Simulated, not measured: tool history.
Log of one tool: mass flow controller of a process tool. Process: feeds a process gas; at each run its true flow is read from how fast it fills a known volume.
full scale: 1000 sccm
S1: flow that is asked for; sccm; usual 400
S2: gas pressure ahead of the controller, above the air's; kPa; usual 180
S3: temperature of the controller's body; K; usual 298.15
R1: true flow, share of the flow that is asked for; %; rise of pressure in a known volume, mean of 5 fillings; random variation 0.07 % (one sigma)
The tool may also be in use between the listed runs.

{"run": 1, "hour": 0.0, "S1": 400, "S2": 180, "S3": 298.15, "R1": 97.0}
{"run": 2, "hour": 76.3, "S1": 400, "S2": 164, "S3": 298.15, "R1": 97.11}
{"run": 3, "hour": 153.1, "S1": 400, "S2": 164, "S3": 298.15, "R1": 97.17}
{"run": 4, "hour": 290.2, "S1": 400, "S2": 164, "S3": 298.15, "R1": 97.15}
{"run": 5, "hour": 417.1, "S1": 400, "S2": 164, "S3": 298.15, "R1": 97.07}
{"run": 6, "hour": 478.9, "S1": 400, "S2": 180, "S3": 298.15, "R1": 96.84}
{"run": 7, "hour": 596.1, "S1": 400, "S2": 180, "S3": 298.15, "R1": 96.9}
{"run": 8, "hour": 724.2, "S1": 400, "S2": 180, "S3": 298.15, "R1": 96.97}
{"run": 9, "hour": 823.7, "S1": 400, "S2": 180, "S3": 298.15, "R1": 96.86}
{"run": 10, "hour": 909.7, "S1": 400, "S2": 216, "S3": 298.15, "R1": 96.79}
{"run": 11, "hour": 975.8, "S1": 400, "S2": 216, "S3": 298.15, "R1": 96.69}
{"run": 12, "hour": 1041.5, "S1": 400, "S2": 216, "S3": 298.15, "R1": 96.71}
{"run": 13, "hour": 1171.6, "S1": 400, "S2": 216, "S3": 298.15, "R1": 96.57}
{"run": 14, "hour": 1285.8, "S1": 400, "S2": 180, "S3": 298.15, "R1": 96.74}
{"run": 15, "hour": 1362.0, "S1": 400, "S2": 254, "S3": 298.15, "R1": 96.34}
{"run": 16, "hour": 1483.4, "S1": 400, "S2": 254, "S3": 298.15, "R1": 96.4}
{"run": 17, "hour": 1576.7, "S1": 400, "S2": 180, "S3": 297.15, "R1": 96.66}
{"run": 18, "hour": 1682.1, "S1": 400, "S2": 180, "S3": 297.15, "R1": 96.63}
{"run": 19, "hour": 1790.3, "S1": 108, "S2": 180, "S3": 297.15, "R1": 92.15}
{"run": 20, "hour": 1893.3, "S1": 108, "S2": 180, "S3": 297.15, "R1": 92.08}
{"run": 21, "hour": 2031.6, "S1": 400, "S2": 140, "S3": 298.15, "R1": 96.93}
{"run": 22, "hour": 2096.5, "S1": 400, "S2": 140, "S3": 298.15, "R1": 96.81}
{"run": 23, "hour": 2204.5, "S1": 400, "S2": 140, "S3": 298.15, "R1": 96.79}
{"run": 24, "hour": 2266.8, "S1": 400, "S2": 228, "S3": 298.15, "R1": 96.21}
{"run": 25, "hour": 2404.2, "S1": 423, "S2": 214, "S3": 298.15, "R1": 96.38}
{"run": 26, "hour": 2499.0, "S1": 400, "S2": 257, "S3": 298.15, "R1": 96.13}
{"run": 27, "hour": 2600.4, "S1": 764, "S2": 199, "S3": 298.15, "R1": 97.95}
{"run": 28, "hour": 2732.2, "S1": 764, "S2": 199, "S3": 298.15, "R1": 97.91}
{"hour": 2787.8, "done": "controller's zero set anew"}
{"run": 29, "hour": 2796.7, "S1": 253, "S2": 237, "S3": 298.15, "R1": 96.94}
{"run": 30, "hour": 2865.5, "S1": 253, "S2": 237, "S3": 298.15, "R1": 97.16}
{"run": 31, "hour": 2927.3, "S1": 253, "S2": 237, "S3": 298.15, "R1": 97.01}
{"run": 32, "hour": 3000.4, "S1": 125, "S2": 183, "S3": 298.15, "R1": 96.45}
{"run": 33, "hour": 3105.4, "S1": 400, "S2": 219, "S3": 296.15, "R1": 97.48}
{"run": 34, "hour": 3204.2, "S1": 620, "S2": 247, "S3": 300.15, "R1": 97.99}
{"run": 35, "hour": 3308.9, "S1": 202, "S2": 200, "S3": 298.15, "R1": 96.76}
{"run": 36, "hour": 3401.0, "S1": 668, "S2": 180, "S3": 298.15, "R1": 98.36}
{"run": 37, "hour": 3473.7, "S1": 668, "S2": 188, "S3": 298.15, "R1": 98.3}
{"run": 38, "hour": 3542.1, "S1": 668, "S2": 188, "S3": 298.15, "R1": 98.36}
{"run": 39, "hour": 3646.8, "S1": 668, "S2": 188, "S3": 298.15, "R1": 98.29}
{"run": 40, "hour": 3758.3, "S1": 400, "S2": 180, "S3": 310.15, "R1": 97.75}
{"run": 41, "hour": 3875.1, "S1": 400, "S2": 180, "S3": 310.15, "R1": 97.74}
{"run": 42, "hour": 4001.7, "S1": 400, "S2": 180, "S3": 310.15, "R1": 97.63}
{"run": 43, "hour": 4117.1, "S1": 328, "S2": 180, "S3": 298.15, "R1": 97.14}
{"run": 44, "hour": 4218.7, "S1": 444, "S2": 278, "S3": 299.15, "R1": 97.11}
{"run": 45, "hour": 4316.7, "S1": 132, "S2": 278, "S3": 299.15, "R1": 95.56}
{"run": 46, "hour": 4385.9, "S1": 147, "S2": 180, "S3": 293.15, "R1": 95.9}
{"run": 47, "hour": 4521.9, "S1": 147, "S2": 180, "S3": 293.15, "R1": 95.79}

Hidden state or all else? Some run-to-run changes of R1, split into what the settings, what came in and random variation would give without the hidden state, and what is left for the hidden state (with any gauge scatter that isn't in both results):
The hidden state here: flow at rest that the sensor doesn't see, % of full scale; true flow over the shown one, %; drift of the gauge itself on true_pct, %.
Run 18 -> 19: S1 400 -> 108. R1 -4.48 %: hidden state -3.67, all else -0.81.
Run 20 -> 21: S1 108 -> 400, S2 180 -> 140, S3 297.15 -> 298.15. R1 +4.85 %: hidden state +3.66, all else +1.19.
Run 26 -> 27: S1 400 -> 764, S2 257 -> 199. R1 +1.82 %: hidden state +0.69, all else +1.13.
Run 44 -> 45: S1 444 -> 132. R1 -1.55 %: hidden state -0.89, all else -0.66.
